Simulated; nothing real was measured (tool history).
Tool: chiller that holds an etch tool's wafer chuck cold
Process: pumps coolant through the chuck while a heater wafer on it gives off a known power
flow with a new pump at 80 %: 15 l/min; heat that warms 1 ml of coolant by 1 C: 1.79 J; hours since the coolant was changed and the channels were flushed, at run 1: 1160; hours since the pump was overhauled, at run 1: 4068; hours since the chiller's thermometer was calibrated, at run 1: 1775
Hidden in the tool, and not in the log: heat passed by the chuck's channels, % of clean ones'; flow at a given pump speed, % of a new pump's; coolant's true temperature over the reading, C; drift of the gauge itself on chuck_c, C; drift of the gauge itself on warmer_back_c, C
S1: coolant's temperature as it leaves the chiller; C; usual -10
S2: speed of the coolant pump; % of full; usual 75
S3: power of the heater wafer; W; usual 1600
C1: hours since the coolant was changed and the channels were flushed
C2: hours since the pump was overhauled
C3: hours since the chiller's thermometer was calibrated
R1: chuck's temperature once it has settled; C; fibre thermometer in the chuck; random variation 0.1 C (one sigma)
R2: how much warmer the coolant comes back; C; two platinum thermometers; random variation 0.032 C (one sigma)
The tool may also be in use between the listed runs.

run    hour   S1   S2    S3    C1    C2    C3    R1    R2
  1       0  -10   75  1600  1160  4068  1775   1.3  4.22
  2    61.3  -10   75  1600  1222  4130  1836   1.2  4.16
  3   115.3  -10   75  1600  1276  4184  1890   1.2   4.2
  4     204  -10   75  1600  1365  4272  1979   1.2  4.21
  5     307  -10   75  1600  1468  4375  2082   1.3  4.25
  6   412.7  -10   75  1600  1573  4481  2188   1.3  4.16
  7   462.8    0   75  1600  1623  4531  2238  11.3  4.21
  8   512.9    0   75  1600  1673  4581  2288  11.3  4.22
      523.4  -- chiller's thermometer calibrated
  9   594.2    0   75  1600  1754  4661    71  11.2  4.21
 10   664.4  -10   93  1684  1824  4732   141   0.6  3.64
 11   715.1   -4  100  1581  1875  4782   192   5.7  3.16
 12     801  -14  100   890  1960  4868   278  -8.8  1.81
      905.7  -- chiller's thermometer calibrated, once more
 13   905.7  -14  100   890  2064  4972     0  -8.3  1.79
 14   991.8  -15   78  1102  2150  5058    86  -6.9  2.84
 15  1065.8   -1   75  1600  2224  5132   160    11  4.28

The next listed run, before its measurement:
 16  1162.6  -1  75  1600  2321  5229  257   ?   ?

R1: 11.3 C
R2: 4.29 C
Without the tool's hidden state the same run would have given R1 9.9 C, R2 3.81 C.
